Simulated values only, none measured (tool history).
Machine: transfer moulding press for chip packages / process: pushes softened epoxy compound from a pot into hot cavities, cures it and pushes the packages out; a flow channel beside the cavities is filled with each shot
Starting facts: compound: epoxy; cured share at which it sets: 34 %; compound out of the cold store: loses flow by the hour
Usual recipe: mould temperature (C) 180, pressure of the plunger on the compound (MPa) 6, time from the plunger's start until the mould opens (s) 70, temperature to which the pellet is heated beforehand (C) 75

run	hour	mould temperature (C)	pressure of the plunger on the compound (MPa)	time from the plunger's start until the mould opens (s)	temperature to which the pellet is heated beforehand (C)	incoming compound's hours out of the cold store	length that the compound runs in the flow channel (mm)	greatest force on the pins that push the packages out (N)
1	0	180	6	70	75	12.7	654	339
# hour 41.8: cavities cleaned with cleaning compound and waxed
2	44.9	180	6	70	75	25.8	619	261
# hour 49.2: mould's thermocouples calibrated
3	86.7	180	6	70	75	34.8	596	374
# hour 105.1: cavities cleaned with cleaning compound and waxed
4	111.4	180	6	70	75	23.9	617	284
5	156.3	180	6	70	75	28.6	602	377
# hour 165.8: plunger's sealing rings changed
# hour 170.9: cavities cleaned with cleaning compound and waxed
6	200	186	6	70	75	31.9	598	282
# hour 211.8: mould's thermocouples calibrated, once more
# hour 233.8: cavities cleaned with cleaning compound and waxed
7	234.7	180	6	70	75	16.3	645	259
8	278.3	180	6	70	75	32.9	599	347
# hour 295.6: cavities cleaned with cleaning compound and waxed
9	323.9	180	6	70	75	30.8	600	331
# hour 357.1: cavities cleaned with cleaning compound and waxed
10	357.1	180	6	70	75	20.5	623	256
# hour 385.9: plunger's sealing rings changed
11	407.8	180	6	70	75	46.6	576	358
# hour 421.1: cavities cleaned with cleaning compound and waxed
12	434.9	180	6	70	75	38.3	592	278
13	477.4	180	6	70	75	8.9	663	393
# hour 482.8: cavities cleaned with cleaning compound and waxed
14	506.3	180	6	70	69	45	571	334

Expected results for the next run?
# hour 543.7: cavities cleaned with cleaning compound and waxed
15	550.7	180	5.37	70	70	33.3	?	?

length that the compound runs in the flow channel (mm): 564
greatest force on the pins that push the packages out (N): 262
Had the tool carried no hidden state, the very same run would have given length that the compound runs in the flow channel (mm) 579, greatest force on the pins that push the packages out (N) 228.
